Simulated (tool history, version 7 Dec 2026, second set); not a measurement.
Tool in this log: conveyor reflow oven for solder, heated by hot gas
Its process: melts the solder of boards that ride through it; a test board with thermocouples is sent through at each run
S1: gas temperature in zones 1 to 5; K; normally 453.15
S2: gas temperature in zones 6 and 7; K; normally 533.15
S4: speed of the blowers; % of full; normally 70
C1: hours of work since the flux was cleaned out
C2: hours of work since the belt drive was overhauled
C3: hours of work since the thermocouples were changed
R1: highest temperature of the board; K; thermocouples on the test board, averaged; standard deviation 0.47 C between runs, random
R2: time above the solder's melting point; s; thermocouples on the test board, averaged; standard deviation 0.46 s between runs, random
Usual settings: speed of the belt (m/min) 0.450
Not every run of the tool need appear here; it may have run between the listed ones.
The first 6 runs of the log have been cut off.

run 7 day=8.658 | S1=453.15 S2=533.15 speed_of_the_belt_(m/min)=0.450 S4=70 | C1=295 C2=497 C3=203 | R1=521.85 R2=61.2
run 8 day=9.850 | S1=453.15 S2=533.15 speed_of_the_belt_(m/min)=0.450 S4=70 | C1=317 C2=519 C3=224 | R1=522.05 R2=61.1
run 9 day=11.717 | S1=453.15 S2=533.15 speed_of_the_belt_(m/min)=0.450 S4=70 | C1=351 C2=553 C3=258 | R1=522.05 R2=60.5
-- day=12.096 flux residue cleaned out of gas plates and filters
run 10 day=13.317 | S1=453.15 S2=533.15 speed_of_the_belt_(m/min)=0.450 S4=70 | C1=22 C2=578 C3=284 | R1=524.05 R2=61.6
run 11 day=14.550 | S1=453.15 S2=533.15 speed_of_the_belt_(m/min)=0.450 S4=61 | C1=45 C2=601 C3=306 | R1=521.65 R2=60.4
run 12 day=15.754 | S1=453.15 S2=533.15 speed_of_the_belt_(m/min)=0.450 S4=70 | C1=66 C2=622 C3=328 | R1=523.95 R2=62.4
run 13 day=17.496 | S1=444.15 S2=533.15 speed_of_the_belt_(m/min)=0.450 S4=70 | C1=98 C2=654 C3=360 | R1=522.05 R2=57.2
run 14 day=18.383 | S1=444.15 S2=533.15 speed_of_the_belt_(m/min)=0.450 S4=70 | C1=114 C2=670 C3=376 | R1=521.55 R2=57.7
run 15 day=20.250 | S1=444.15 S2=533.15 speed_of_the_belt_(m/min)=0.450 S4=70 | C1=148 C2=704 C3=410 | R1=521.75 R2=57.8
-- day=20.500 belt drive overhauled, speed set with a stopwatch
run 16 day=21.871 | S1=463.15 S2=535.15 speed_of_the_belt_(m/min)=0.450 S4=70 | C1=174 C2=25 C3=436 | R1=526.85 R2=69.5
run 17 day=23.154 | S1=444.15 S2=533.15 speed_of_the_belt_(m/min)=0.373 S4=75 | C1=198 C2=48 C3=459 | R1=526.75 R2=77.5
-- day=23.654 belt drive overhauled, speed set with a stopwatch, once more
run 18 day=24.517 | S1=444.15 S2=533.15 speed_of_the_belt_(m/min)=0.373 S4=75 | C1=219 C2=16 C3=481 | R1=526.85 R2=75.1
run 19 day=25.458 | S1=445.15 S2=541.15 speed_of_the_belt_(m/min)=0.394 S4=70 | C1=237 C2=33 C3=498 | R1=531.85 R2=74.4
run 20 day=27.012 | S1=448.15 S2=529.15 speed_of_the_belt_(m/min)=0.394 S4=70 | C1=265 C2=61 C3=526 | R1=521.45 R2=68.3
run 21 day=28.067 | S1=448.15 S2=529.15 speed_of_the_belt_(m/min)=0.394 S4=70 | C1=284 C2=80 C3=545 | R1=521.15 R2=67.4
run 22 day=29.771 | S1=448.15 S2=529.15 speed_of_the_belt_(m/min)=0.394 S4=70 | C1=315 C2=111 C3=576 | R1=521.35 R2=67.4
run 23 day=30.875 | S1=448.15 S2=529.15 speed_of_the_belt_(m/min)=0.394 S4=70 | C1=335 C2=131 C3=596 | R1=521.65 R2=67.7
-- day=32.046 flux residue cleaned out of gas plates and filters
run 24 day=32.350 | S1=453.15 S2=526.15 speed_of_the_belt_(m/min)=0.450 S4=70 | C1=6 C2=154 C3=619 | R1=518.25 R2=57.9
run 25 day=33.162 | S1=453.15 S2=533.15 speed_of_the_belt_(m/min)=0.450 S4=67 | C1=20 C2=169 C3=634 | R1=523.75 R2=61.6
run 26 day=34.050 | S1=453.15 S2=544.15 speed_of_the_belt_(m/min)=0.413 S4=67 | C1=36 C2=185 C3=650 | R1=535.25 R2=76.1
run 27 day=35.508 | S1=453.15 S2=532.15 speed_of_the_belt_(m/min)=0.450 S4=70 | C1=63 C2=211 C3=677 | R1=522.35 R2=61.9

Predict the results of run 28:
run 28 day=36.900 | S1=467.15 S2=547.15 speed_of_the_belt_(m/min)=0.419 S4=65 | C1=88 C2=237 C3=702 | R1=? R2=?

For run 28 the tool returned R1 540.05 K, R2 83.3 s.
If the tool had no hidden condition, the same run with the same run-to-run variation would have returned R1 538.15 K, R2 82.4 s.
